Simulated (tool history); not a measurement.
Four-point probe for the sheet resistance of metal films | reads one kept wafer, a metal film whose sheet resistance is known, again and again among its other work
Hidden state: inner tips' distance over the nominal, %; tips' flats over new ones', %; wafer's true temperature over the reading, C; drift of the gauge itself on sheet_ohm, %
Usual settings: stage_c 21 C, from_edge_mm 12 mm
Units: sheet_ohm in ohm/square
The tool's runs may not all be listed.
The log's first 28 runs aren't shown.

| run | hour | stage_c | from_edge_mm | touches since the probe head was changed | hours of work since the stage's thermometer was calibrated | sheet_ohm |
|---|---|---|---|---|---|---|
| 29 | 2332.9 | 21 | 51 | 57068 | 1435 | 2.481865 |
| 30 | 2419.1 | 21 | 51 | 60224 | 1501 | 2.481238 |
| 31 | 2547.5 | 24 | 6 | 64924 | 1600 | 2.533935 |
| 32 | 2611.3 | 28 | 9 | 67262 | 1649 | 2.495943 |
| 33 | 2725 | 27 | 7 | 71424 | 1737 | 2.514302 |
| 34 | 2787.7 | 30 | 62 | 73717 | 1785 | 2.467648 |
| 35 | 2892.8 | 30 | 62 | 77566 | 1867 | 2.467378 |
|  | 2935.5 | stage's thermometer calibrated |
| 36 | 2997.1 | 19 | 35 | 81363 | 47 | 2.484976 |
| 37 | 3097.6 | 19 | 35 | 85043 | 125 | 2.484919 |
| 38 | 3167.5 | 19 | 35 | 87600 | 179 | 2.485323 |
| 39 | 3274.1 | 33 | 6 | 91503 | 261 | 2.521286 |
| 40 | 3329.9 | 33 | 6 | 93546 | 304 | 2.521208 |
| 41 | 3385.8 | 23 | 28 | 95594 | 347 | 2.480855 |

Forecast each of these 4 alternatives for the next run:
| A | 3480.3 | 21 | 26 | 99053 | 420 | ? |
| B | 3480.3 | 19 | 17 | 99053 | 420 | ? |
| C | 3480.3 | 29 | 26 | 99053 | 420 | ? |
| D | 3480.3 | 24 | 24 | 99053 | 420 | ? |

| run | sheet_ohm |
|---|---|
| A | 2.482411 |
| B | 2.489922 |
| C | 2.472053 |
| D | 2.479793 |
Without the tool's hidden state the same runs would have given:
| run | sheet_ohm |
|---|---|
| A | 2.482361 |
| B | 2.489871 |
| C | 2.472003 |
| D | 2.479743 |
